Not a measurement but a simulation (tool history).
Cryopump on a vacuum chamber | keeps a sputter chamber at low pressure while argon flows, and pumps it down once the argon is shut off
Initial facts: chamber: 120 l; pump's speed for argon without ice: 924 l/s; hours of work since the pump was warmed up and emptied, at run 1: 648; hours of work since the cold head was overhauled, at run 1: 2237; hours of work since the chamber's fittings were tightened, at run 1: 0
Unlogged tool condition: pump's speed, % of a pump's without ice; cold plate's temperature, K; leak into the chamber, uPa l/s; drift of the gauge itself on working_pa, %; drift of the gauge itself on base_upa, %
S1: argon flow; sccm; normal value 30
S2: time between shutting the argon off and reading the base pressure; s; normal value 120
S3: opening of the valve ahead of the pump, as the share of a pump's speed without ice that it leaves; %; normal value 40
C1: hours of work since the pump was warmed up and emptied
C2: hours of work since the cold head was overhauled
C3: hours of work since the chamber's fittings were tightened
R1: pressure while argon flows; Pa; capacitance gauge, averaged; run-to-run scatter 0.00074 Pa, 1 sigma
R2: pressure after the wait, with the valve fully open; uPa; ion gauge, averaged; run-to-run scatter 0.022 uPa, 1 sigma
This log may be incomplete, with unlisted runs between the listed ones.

Run 1, hour 0: usual settings; C1 648; C2 2237; C3 0. Result: R1 0.1622 Pa, R2 0.86 uPa.
Run 2, hour 116.8: usual settings; C1 731; C2 2319; C3 82. Result: R1 0.1653 Pa, R2 1.05 uPa.
At hour 129: pump warmed up, emptied and cooled again.
Run 3, hour 235.1: usual settings; C1 75; C2 2399; C3 162. Result: R1 0.1393 Pa, R2 1.01 uPa.
Run 4, hour 315: usual settings but S2 170 s; C1 131; C2 2455; C3 218. Result: R1 0.1417 Pa, R2 0.98 uPa.
Run 5, hour 434: usual settings but S2 170 s, S3 22 %; C1 215; C2 2539; C3 302. Result: R1 0.2565 Pa, R2 1.21 uPa.
Run 6, hour 484.5: usual settings but S3 57 %; C1 250; C2 2574; C3 338. Result: R1 0.1051 Pa, R2 1.39 uPa.
Run 7, hour 544.8: usual settings but S3 57 %; C1 293; C2 2617; C3 380. Result: R1 0.1065 Pa, R2 1.41 uPa.
Run 8, hour 627.7: usual settings but S3 57 %; C1 351; C2 2675; C3 438. Result: R1 0.1082 Pa, R2 1.63 uPa.
Run 9, hour 726.2: usual settings but S1 19 sccm; C1 420; C2 2744; C3 508. Result: R1 0.0959 Pa, R2 1.8 uPa.
Run 10, hour 802.1: usual settings; C1 474; C2 2798; C3 561. Result: R1 0.1534 Pa, R2 1.88 uPa.
Run 11, hour 890.9: usual settings; C1 536; C2 2860; C3 624. Result: R1 0.155 Pa, R2 2.1 uPa.
Run 12, hour 966.8: usual settings; C1 590; C2 2914; C3 677. Result: R1 0.158 Pa, R2 2.33 uPa.
Run 13, hour 1089.1: usual settings; C1 676; C2 3000; C3 763. Result: R1 0.163 Pa, R2 2.51 uPa.
Run 14, hour 1162.4: usual settings but S1 34 sccm; C1 727; C2 3051; C3 815. Result: R1 0.1874 Pa, R2 2.77 uPa.
At hour 1181.7: pump warmed up, emptied and cooled again.
Run 15, hour 1265.5: usual settings but S1 34 sccm; C1 59; C2 3120; C3 884. Result: R1 0.1589 Pa, R2 2.15 uPa.
Run 16, hour 1364.3: usual settings but S2 34 s, S3 37 %; C1 129; C2 3190; C3 953. Result: R1 0.1529 Pa, R2 3.26 uPa.
Run 17, hour 1419.1: usual settings but S1 14 sccm, S2 34 s, S3 37 %; C1 167; C2 3229; C3 992. Result: R1 0.0724 Pa, R2 3.36 uPa.
Run 18, hour 1517.7: usual settings but S1 14 sccm, S2 34 s, S3 37 %; C1 237; C2 3298; C3 1061. Result: R1 0.0742 Pa, R2 3.48 uPa.
Run 19, hour 1615.2: usual settings but S1 35 sccm, S2 49 s, S3 34 %; C1 305; C2 3367; C3 1130. Result: R1 0.2003 Pa, R2 3.31 uPa.
Run 20, hour 1727.2: usual settings but S1 35 sccm, S2 49 s, S3 34 %; C1 384; C2 3445; C3 1209. Result: R1 0.2055 Pa, R2 3.52 uPa.
Run 21, hour 1813.4: usual settings but S1 14 sccm, S3 25 %; C1 445; C2 3506; C3 1269. Result: R1 0.1097 Pa, R2 3.38 uPa.
Run 22, hour 1878.4: usual settings but S1 26 sccm, S2 62 s; C1 490; C2 3552; C3 1315. Result: R1 0.1352 Pa, R2 3.82 uPa.
Run 23, hour 1973.4: usual settings but S1 16 sccm, S2 53 s; C1 557; C2 3619; C3 1382. Result: R1 0.0851 Pa, R2 4.22 uPa.
Run 24, hour 2069.7: usual settings but S1 57 sccm, S2 198 s; C1 625; C2 3686; C3 1450. Result: R1 0.3054 Pa, R2 3.89 uPa.
Run 25, hour 2175.2: usual settings but S2 68 s; C1 699; C2 3761; C3 1524. Result: R1 0.1653 Pa, R2 4.74 uPa.
At hour 2234.2: pump warmed up, emptied and cooled again.
Run 26, hour 2234.2: usual settings but S2 68 s; C1 0; C2 3799; C3 1562. Result: R1 0.1396 Pa, R2 3.38 uPa.
Run 27, hour 2314.1: usual settings but S1 24 sccm, S2 23 s, S3 26 %; C1 56; C2 3855; C3 1618. Result: R1 0.1698 Pa, R2 4.82 uPa.
Run 28, hour 2374.1: usual settings but S1 21 sccm, S2 56 s, S3 34 %; C1 99; C2 3897; C3 1660. Result: R1 0.1157 Pa, R2 3.94 uPa.
Run 29, hour 2452.6: usual settings but S1 25 sccm, S2 93 s, S3 24 %; C1 154; C2 3952; C3 1716. Result: R1 0.1935 Pa, R2 3.78 uPa.
Run 30, hour 2518.2: usual settings but S2 46 s; C1 200; C2 3999; C3 1762. Result: R1 0.1453 Pa, R2 4.47 uPa.

Describe how what the log doesn't record of the tool's condition differs between the last listed run preceding each entry between runs and the first listed run following it.
Between runs 2 and 3: pump warmed up, emptied and cooled again (hour 129)
  pump's speed, % of a pump's without ice: 67.1 -> 95.7; cold plate's temperature, K: 13.06 -> 13.08; leak into the chamber, uPa l/s: 451 -> 564
  measured value less the no-hidden-state value, R1: +0.0285 -> +0.0037 Pa; R2: +0.41 -> +0.32 uPa
Between runs 14 and 15: pump warmed up, emptied and cooled again (hour 1181.7)
  pump's speed, % of a pump's without ice: 67.7 -> 96.5; cold plate's temperature, K: 13.3 -> 13.32; leak into the chamber, uPa l/s: 1469 -> 1560
  measured value less the no-hidden-state value, R1: +0.032 -> +0.004 Pa; R2: +2.11 -> +1.48 uPa
Between runs 25 and 26: pump warmed up, emptied and cooled again (hour 2234.2)
  pump's speed, % of a pump's without ice: 68.7 -> 99.9; cold plate's temperature, K: 13.53 -> 13.54; leak into the chamber, uPa l/s: 2474 -> 2530
  measured value less the no-hidden-state value, R1: +0.0275 -> +0.0018 Pa; R2: +3.74 -> +2.45 uPa
